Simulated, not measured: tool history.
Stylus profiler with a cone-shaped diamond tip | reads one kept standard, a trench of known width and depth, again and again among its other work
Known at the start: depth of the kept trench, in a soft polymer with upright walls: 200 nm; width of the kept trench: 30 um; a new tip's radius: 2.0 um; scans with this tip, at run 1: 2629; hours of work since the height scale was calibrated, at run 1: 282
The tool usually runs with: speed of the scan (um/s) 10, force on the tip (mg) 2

| run | hour | speed of the scan (um/s) | force on the tip (mg) | scans with this tip | hours of work since the height scale was calibrated | depth of the trench (nm) | width of the trench's floor (nm) |
|---|---|---|---|---|---|---|---|
| 1 | 0 | 10 | 2 | 2629 | 282 | 201.36 | 28150 |
| 2 | 48.8 | 10 | 2.66 | 2820 | 302 | 202.1 | 28170 |
| 3 | 108.3 | 10 | 2 | 3053 | 327 | 201.62 | 28160 |
| 4 | 143.1 | 10 | 2 | 3189 | 342 | 201.71 | 28210 |
| 5 | 222 | 10 | 1.71 | 3498 | 375 | 201.34 | 28130 |
| 6 | 296.6 | 10 | 1.09 | 3790 | 406 | 200.98 | 28160 |
| 7 | 337.6 | 10 | 1.09 | 3950 | 424 | 200.83 | 28160 |
| 8 | 382 | 10 | 4.88 | 4124 | 442 | 203.04 | 28140 |
| 9 | 428 | 2 | 0.77 | 4304 | 461 | 200.53 | 28120 |
| 10 | 467.3 | 3 | 2.29 | 4458 | 478 | 201.6 | 28180 |
| 11 | 511.4 | 11 | 0.87 | 4630 | 496 | 200.77 | 28090 |
| 12 | 582 | 5 | 1.12 | 4906 | 526 | 200.8 | 28160 |
| 13 | 650.1 | 4 | 1.38 | 5173 | 555 | 200.9 | 28170 |
| 14 | 705.5 | 20 | 1.51 | 5390 | 578 | 201.01 | 28110 |
| 15 | 747.7 | 20 | 1.51 | 5555 | 596 | 200.99 | 28100 |
| 16 | 823.9 | 30 | 5.66 | 5853 | 628 | 203.14 | 28080 |

Measured less the same run without the tool's hidden state. The same run-to-run variation is in both; the gauge's scatter may not be:
What the log doesn't record here: radius of the tip, um; height scale over the true one, %; drift of the gauge itself on depth_nm, %; drift of the gauge itself on floor_um, %.
| run | depth of the trench (nm) | width of the trench's floor (nm) |
|---|---|---|
| 1 | -0.27 | -40 |
| 2 | -0.29 | -50 |
| 3 | -0.31 | -60 |
| 4 | -0.33 | -60 |
| 5 | -0.35 | -70 |
| 6 | -0.38 | -80 |
| 7 | -0.4 | -80 |
| 8 | -0.42 | -90 |
| 9 | -0.43 | -90 |
| 10 | -0.44 | -100 |
| 11 | -0.46 | -100 |
| 12 | -0.49 | -110 |
| 13 | -0.51 | -120 |
| 14 | -0.54 | -120 |
| 15 | -0.55 | -130 |
| 16 | -0.59 | -140 |

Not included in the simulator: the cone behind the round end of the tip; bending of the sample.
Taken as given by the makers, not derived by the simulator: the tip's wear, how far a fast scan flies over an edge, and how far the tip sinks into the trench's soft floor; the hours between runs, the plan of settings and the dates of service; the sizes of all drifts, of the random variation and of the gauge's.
